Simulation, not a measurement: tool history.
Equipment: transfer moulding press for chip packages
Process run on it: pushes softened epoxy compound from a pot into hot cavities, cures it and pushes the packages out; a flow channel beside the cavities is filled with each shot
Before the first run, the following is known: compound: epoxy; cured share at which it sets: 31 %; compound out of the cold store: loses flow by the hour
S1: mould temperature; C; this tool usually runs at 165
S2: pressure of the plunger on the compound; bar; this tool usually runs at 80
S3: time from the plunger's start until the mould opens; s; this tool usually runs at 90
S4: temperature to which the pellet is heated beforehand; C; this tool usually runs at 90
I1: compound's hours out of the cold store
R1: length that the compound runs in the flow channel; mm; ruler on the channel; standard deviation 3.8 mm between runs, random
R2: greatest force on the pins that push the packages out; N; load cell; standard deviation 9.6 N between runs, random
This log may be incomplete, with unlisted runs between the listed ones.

run	hour	S1	S2	S3	S4	I1	R1	R2
1	0	165	80	90	90	24.8	935	800
2	32.6	165	71.7	90	90	14.3	933	583
3	68.4	165	71.7	90	90	44.9	772	822
4	106.9	165	80	90	90	23.3	922	761
5	151.9	165	80	90	90	36	851	648
6	189.9	165	80	90	90	12.7	967	934
7	214.3	165	80	90	90	36.4	835	671
8	258.6	165	80	90	90	15.9	1002	579
9	287.5	165	79.2	107	90	25.3	936	647
10	314.1	165	79.2	107	96	40.5	850	441
11	344.1	165	79.2	107	96	39.7	849	632
12	373.9	165	79.2	107	96	39.4	850	460
13	404.2	160	80	129	87	22.1	952	644
14	432.2	163	79.3	90	90	30	892	651
15	458.7	171	84.6	87	93	13.4	982	656

Not shown: 10 entries that the log had between the listed runs. Between which runs, and how does the tool's hidden state differ before and after?
From run 1 to run 2: cavities cleaned with cleaning compound and waxed (hour 26)
  true mould temperature over the reading, C: -0.35 -> -0.4; pressure that reaches the compound, % of what is set: 96.39 -> 95.09; grip of the stained cavities, % over clean ones': 65.5 -> 22.1
  measured value less the no-hidden-state value, R1: -16 -> -23 mm; R2: +325 -> +117 N
From run 3 to run 4: cavities cleaned with cleaning compound and waxed (hour 81.3)
  true mould temperature over the reading, C: -0.45 -> -0.5; pressure that reaches the compound, % of what is set: 93.63 -> 92.06; grip of the stained cavities, % over clean ones': 81.3 -> 60.9
  measured value less the no-hidden-state value, R1: -25 -> -37 mm; R2: +379 -> +301 N
From run 4 to run 5: cavities cleaned with cleaning compound and waxed (hour 138.1)
  true mould temperature over the reading, C: -0.5 -> -0.56; pressure that reaches the compound, % of what is set: 92.06 -> 90.25; grip of the stained cavities, % over clean ones': 60.9 -> 37.7
  measured value less the no-hidden-state value, R1: -37 -> -43 mm; R2: +301 -> +192 N
From run 6 to run 7: cavities cleaned with cleaning compound and waxed (hour 194.5)
  true mould temperature over the reading, C: -0.62 -> -0.65; pressure that reaches the compound, % of what is set: 88.74 -> 87.74; grip of the stained cavities, % over clean ones': 89 -> 49.6
  measured value less the no-hidden-state value, R1: -57 -> -54 mm; R2: +458 -> +240 N
From run 7 to run 8: plunger's sealing rings changed (hour 248.9); cavities cleaned with cleaning compound and waxed (hour 253.2)
  true mould temperature over the reading, C: -0.65 -> -0.72; pressure that reaches the compound, % of what is set: 87.74 -> 99.25; grip of the stained cavities, % over clean ones': 49.6 -> 17.1
  measured value less the no-hidden-state value, R1: -54 -> -1 mm; R2: +240 -> +108 N
From run 9 to run 10: cavities cleaned with cleaning compound and waxed (hour 308.1)
  true mould temperature over the reading, C: -0.76 -> -0.8; pressure that reaches the compound, % of what is set: 98.05 -> 97.05; grip of the stained cavities, % over clean ones': 72.5 -> 19.5
  measured value less the no-hidden-state value, R1: -6 -> -10 mm; R2: +280 -> +78 N
From run 11 to run 12: cavities cleaned with cleaning compound and waxed (hour 363.7)
  true mould temperature over the reading, C: -0.84 -> -0.88; pressure that reaches the compound, % of what is set: 95.77 -> 94.4; grip of the stained cavities, % over clean ones': 74.9 -> 29.5
  measured value less the no-hidden-state value, R1: -16 -> -21 mm; R2: +277 -> +112 N
From run 12 to run 13: mould's thermocouples calibrated (hour 401.1)
  true mould temperature over the reading, C: -0.88 -> -0.05; pressure that reaches the compound, % of what is set: 94.4 -> 93.15; grip of the stained cavities, % over clean ones': 29.5 -> 78.7
  measured value less the no-hidden-state value, R1: -21 -> -34 mm; R2: +112 -> +285 N
From run 13 to run 14: cavities cleaned with cleaning compound and waxed (hour 423.2)
  true mould temperature over the reading, C: -0.05 -> -0.09; pressure that reaches the compound, % of what is set: 93.15 -> 91.93; grip of the stained cavities, % over clean ones': 78.7 -> 25.4
  measured value less the no-hidden-state value, R1: -34 -> -38 mm; R2: +285 -> +135 N
